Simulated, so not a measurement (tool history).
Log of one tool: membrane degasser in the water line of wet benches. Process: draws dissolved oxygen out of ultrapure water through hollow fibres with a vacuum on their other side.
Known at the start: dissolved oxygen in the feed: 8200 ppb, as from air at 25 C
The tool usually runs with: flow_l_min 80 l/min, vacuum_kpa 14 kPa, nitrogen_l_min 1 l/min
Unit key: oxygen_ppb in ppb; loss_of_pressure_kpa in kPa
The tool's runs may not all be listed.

run 1 hour=0 | flow_l_min=80 vacuum_kpa=14 nitrogen_l_min=1 | oxygen_ppb=1285.4 loss_of_pressure_kpa=34.76
run 2 hour=248.2 | flow_l_min=80 vacuum_kpa=18.6 nitrogen_l_min=1 | oxygen_ppb=1742.9 loss_of_pressure_kpa=34.65
run 3 hour=396.7 | flow_l_min=80 vacuum_kpa=18.6 nitrogen_l_min=1 | oxygen_ppb=1746.9 loss_of_pressure_kpa=34.45
run 4 hour=618.3 | flow_l_min=80 vacuum_kpa=18.6 nitrogen_l_min=1 | oxygen_ppb=1746 loss_of_pressure_kpa=34.55
run 5 hour=898.7 | flow_l_min=80 vacuum_kpa=14 nitrogen_l_min=1 | oxygen_ppb=1286.6 loss_of_pressure_kpa=34.03
run 6 hour=1118.9 | flow_l_min=80 vacuum_kpa=14 nitrogen_l_min=1 | oxygen_ppb=1287 loss_of_pressure_kpa=34.53
run 7 hour=1282.4 | flow_l_min=80 vacuum_kpa=14 nitrogen_l_min=1 | oxygen_ppb=1287.6 loss_of_pressure_kpa=34.77
run 8 hour=1590.9 | flow_l_min=80 vacuum_kpa=14 nitrogen_l_min=1 | oxygen_ppb=1285 loss_of_pressure_kpa=34.36
run 9 hour=1882.5 | flow_l_min=80 vacuum_kpa=14 nitrogen_l_min=1 | oxygen_ppb=1286.9 loss_of_pressure_kpa=34.16
run 10 hour=2203.6 | flow_l_min=80 vacuum_kpa=9.5 nitrogen_l_min=1 | oxygen_ppb=788.5 loss_of_pressure_kpa=34.73
-- hour=2439.2 vacuum gauge calibrated
run 11 hour=2462 | flow_l_min=80 vacuum_kpa=14 nitrogen_l_min=1 | oxygen_ppb=1283.1 loss_of_pressure_kpa=34.62
run 12 hour=2653.9 | flow_l_min=80 vacuum_kpa=14 nitrogen_l_min=1 | oxygen_ppb=1285.2 loss_of_pressure_kpa=34.76
run 13 hour=2887.7 | flow_l_min=86 vacuum_kpa=14 nitrogen_l_min=1 | oxygen_ppb=1346.7 loss_of_pressure_kpa=37
run 14 hour=3151.1 | flow_l_min=86 vacuum_kpa=14 nitrogen_l_min=1 | oxygen_ppb=1346.6 loss_of_pressure_kpa=36.91
run 15 hour=3366.1 | flow_l_min=86 vacuum_kpa=14 nitrogen_l_min=1 | oxygen_ppb=1344 loss_of_pressure_kpa=37
run 16 hour=3669.7 | flow_l_min=86 vacuum_kpa=14 nitrogen_l_min=1 | oxygen_ppb=1347 loss_of_pressure_kpa=37.33
-- hour=3717.2 seals of the vacuum lines changed
run 17 hour=3861.5 | flow_l_min=86 vacuum_kpa=14 nitrogen_l_min=0.92 | oxygen_ppb=1411.6 loss_of_pressure_kpa=37.1
run 18 hour=4016.7 | flow_l_min=86 vacuum_kpa=14 nitrogen_l_min=0.92 | oxygen_ppb=1415.2 loss_of_pressure_kpa=36.88
run 19 hour=4156.6 | flow_l_min=95 vacuum_kpa=14 nitrogen_l_min=0.92 | oxygen_ppb=1498.6 loss_of_pressure_kpa=40.78
run 20 hour=4433.8 | flow_l_min=55 vacuum_kpa=11.1 nitrogen_l_min=1.03 | oxygen_ppb=737.2 loss_of_pressure_kpa=23.99
run 21 hour=4679.4 | flow_l_min=120 vacuum_kpa=11.1 nitrogen_l_min=1.38 | oxygen_ppb=1038.7 loss_of_pressure_kpa=52.06
-- hour=4798.9 membrane cartridge changed
run 22 hour=4967.9 | flow_l_min=63 vacuum_kpa=9.4 nitrogen_l_min=1.38 | oxygen_ppb=525.1 loss_of_pressure_kpa=27.13
run 23 hour=5252.1 | flow_l_min=63 vacuum_kpa=9.4 nitrogen_l_min=1.38 | oxygen_ppb=525.2 loss_of_pressure_kpa=27.34
run 24 hour=5397.1 | flow_l_min=56 vacuum_kpa=17 nitrogen_l_min=0.45 | oxygen_ppb=2034.7 loss_of_pressure_kpa=24.17
run 25 hour=5546.1 | flow_l_min=84 vacuum_kpa=14 nitrogen_l_min=1.61 | oxygen_ppb=970.4 loss_of_pressure_kpa=35.95
run 26 hour=5774 | flow_l_min=101 vacuum_kpa=26.2 nitrogen_l_min=0.98 | oxygen_ppb=2765.9 loss_of_pressure_kpa=43.72
run 27 hour=5994.2 | flow_l_min=101 vacuum_kpa=26.2 nitrogen_l_min=0.98 | oxygen_ppb=2758.2 loss_of_pressure_kpa=43.35
run 28 hour=6152.3 | flow_l_min=80 vacuum_kpa=21.2 nitrogen_l_min=0.45 | oxygen_ppb=2979.4 loss_of_pressure_kpa=34.52
run 29 hour=6362.6 | flow_l_min=90 vacuum_kpa=13.6 nitrogen_l_min=0.51 | oxygen_ppb=1910.9 loss_of_pressure_kpa=38.69
run 30 hour=6615.1 | flow_l_min=90 vacuum_kpa=13.6 nitrogen_l_min=0.51 | oxygen_ppb=1910.1 loss_of_pressure_kpa=38.56
run 31 hour=6833.5 | flow_l_min=90 vacuum_kpa=13.6 nitrogen_l_min=0.51 | oxygen_ppb=1912.5 loss_of_pressure_kpa=38.34

Each row is a separate what-if for the run after 31, all from the same tool condition, not one after another. Results?
run A hour=7074.8 | flow_l_min=48 vacuum_kpa=13.6 nitrogen_l_min=0.51 | oxygen_ppb=? loss_of_pressure_kpa=?
run B hour=7074.8 | flow_l_min=80 vacuum_kpa=14 nitrogen_l_min=0.41 | oxygen_ppb=? loss_of_pressure_kpa=?
run C hour=7074.8 | flow_l_min=90 vacuum_kpa=24.1 nitrogen_l_min=0.71 | oxygen_ppb=? loss_of_pressure_kpa=?

run=A oxygen_ppb=1366.2 loss_of_pressure_kpa=20.69
run=B oxygen_ppb=2064.7 loss_of_pressure_kpa=34.56
run=C oxygen_ppb=2853.8 loss_of_pressure_kpa=39
What these runs would have given with no unlogged condition in the tool:
run=A oxygen_ppb=1366 loss_of_pressure_kpa=20.68
run=B oxygen_ppb=2064.5 loss_of_pressure_kpa=34.54
run=C oxygen_ppb=2853.7 loss_of_pressure_kpa=38.98
